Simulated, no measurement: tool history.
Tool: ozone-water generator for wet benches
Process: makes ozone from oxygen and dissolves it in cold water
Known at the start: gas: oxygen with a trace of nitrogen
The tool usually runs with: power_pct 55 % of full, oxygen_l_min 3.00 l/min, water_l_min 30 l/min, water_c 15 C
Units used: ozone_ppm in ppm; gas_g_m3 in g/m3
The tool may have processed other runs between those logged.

run    hour  power_pct  oxygen_l_min  water_l_min  water_c  ozone_ppm  gas_g_m3
  1     0.0         55          3.00           30       15       13.3     216.4
  2    79.8         55          3.00           30       15       13.6     215.8
  3   217.6         55          3.00           30       15       13.3     215.6
  4   386.8         55          3.00           30       15       13.4     218.1
  5   479.5         55          3.00           30       15       13.1     216.4
  6   554.8         55          3.00           30       15       13.2     216.4
  7   730.6         80          3.00           30       15       17.5     284.4
  8   821.7         55          3.00           30       16       13.2     216.3
  9  1007.7         55          3.00           30       15       13.4     218.7
 10  1170.8         55          3.00           30       15       13.2     216.6
 11  1333.8         55          3.00           30       15       13.1     217.2
 12  1459.0         55          3.00           30       15       13.3     216.9
 13  1599.6         55          3.00           30       15       13.3     214.4
 14  1725.2         55          3.00           30       15       13.3     217.0
 15  1854.3         55          3.00           30       15       13.4     214.8
 16  1946.6         55          3.00           30       15       13.3     214.6
 17  2095.7         51          1.62           30       13       10.2     271.8
 18  2207.9         55          3.00           19        7       21.2     215.0
 19  2306.2         75          3.00           30       15       16.6     270.8
 20  2435.4         55          3.00           42       14        9.5     216.6
 21  2617.7         55          3.00           42       11        9.5     216.4
 22  2774.4         55          3.00           41       18        9.6     216.2
 23  2954.1         55          3.00           41       21        9.3     214.1
     3039.4  -- contactor cleaned
 24  3039.4         55          4.56           30       15       15.0     175.8
 25  3126.6         55          4.77           30       13       15.2     175.2
 26  3240.6         69          4.32           35       15       15.1     215.0
 27  3338.7         69          4.32           35       15       15.1     217.4
 28  3503.5         69          4.32           35       15       15.0     214.9
     3519.0  -- water thermometer calibrated
 29  3605.3         55          3.00           22       11       18.3     217.7
 30  3706.7         74          4.45           34       11       16.9     223.1
 31  3830.9         94          3.27           18       10       33.0     305.7
 32  3987.5         59          4.74           33       15       14.5     185.1

4 options for the next run, each taken on its own from the tool as it stands now. Forecast them:
  A  4074.1         59          2.97           33       13          ?         ?
  B  4074.1         54          3.00           30       15          ?         ?
  C  4074.1         67          4.74           37       16          ?         ?
  D  4074.1         59          4.74           33       10          ?         ?

run  ozone_ppm  gas_g_m3
  A       12.7     229.7
  B       12.8     213.2
  C       14.1     202.2
  D       15.1     183.9
With the hidden condition removed and each run's random variation left untouched, the same runs would have given:
run  ozone_ppm  gas_g_m3
  A       12.7     229.9
  B       12.9     213.4
  C       14.1     202.4
  D       15.1     184.1

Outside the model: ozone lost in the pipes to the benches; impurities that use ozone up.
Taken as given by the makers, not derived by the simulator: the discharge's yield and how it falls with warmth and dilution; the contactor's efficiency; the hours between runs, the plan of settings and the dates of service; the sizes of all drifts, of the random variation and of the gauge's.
